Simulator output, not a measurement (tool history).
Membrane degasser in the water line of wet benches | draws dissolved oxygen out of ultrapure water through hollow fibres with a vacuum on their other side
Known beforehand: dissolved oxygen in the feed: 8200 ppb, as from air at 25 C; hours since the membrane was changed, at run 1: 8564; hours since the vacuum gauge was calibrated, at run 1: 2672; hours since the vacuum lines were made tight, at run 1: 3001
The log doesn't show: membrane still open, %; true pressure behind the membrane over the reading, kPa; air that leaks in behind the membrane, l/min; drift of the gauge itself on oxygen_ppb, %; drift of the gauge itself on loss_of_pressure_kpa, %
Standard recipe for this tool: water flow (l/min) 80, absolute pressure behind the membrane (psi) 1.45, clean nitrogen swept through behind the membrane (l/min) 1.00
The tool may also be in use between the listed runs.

run	hour	water flow (l/min)	absolute pressure behind the membrane (psi)	clean nitrogen swept through behind the membrane (l/min)	hours since the membrane was changed	hours since the vacuum gauge was calibrated	hours since the vacuum lines were made tight	dissolved oxygen in the water behind the degasser (ppb)	pressure that the water loses in the fibres (psi)
1	0.0	80	1.45	1.00	8564	2672	3001	916.8	8.525
2	306.8	80	2.03	1.00	8871	2978	3308	1347.8	8.551
3	569.0	80	2.03	1.00	9133	3241	3570	1348.2	8.572
4	835.5	80	1.45	1.26	9400	3507	3837	800.7	8.541
5	1155.7	80	1.39	1.00	9720	3827	4157	875.9	8.573
6	1461.5	61	1.48	1.00	10026	4133	4463	781.9	6.556
7	1691.9	51	2.80	0.53	10256	4364	4693	2033.0	5.497
8	1888.4	102	3.12	0.42	10453	4560	4890	3465.5	10.966
9	2054.5	80	1.45	1.00	10619	4726	5056	926.3	8.614
10	2365.7	76	3.60	1.08	10930	5037	5367	2176.2	8.225

Selected run-to-run steps in dissolved oxygen in the water behind the degasser (ppb), each split into two signed amounts: the part the tool would show with no hidden state at all (from settings, incoming material and random variation), and the remainder, which goes to the hidden state together with any gauge scatter not common to the measured and the hidden-state-free results:
Run 8 -> 9: water flow (l/min) 102 -> 80, absolute pressure behind the membrane (psi) 3.12 -> 1.45, clean nitrogen swept through behind the membrane (l/min) 0.42 -> 1.00. dissolved oxygen in the water behind the degasser (ppb) -2539.2: hidden state +24.9, all else -2564.1.
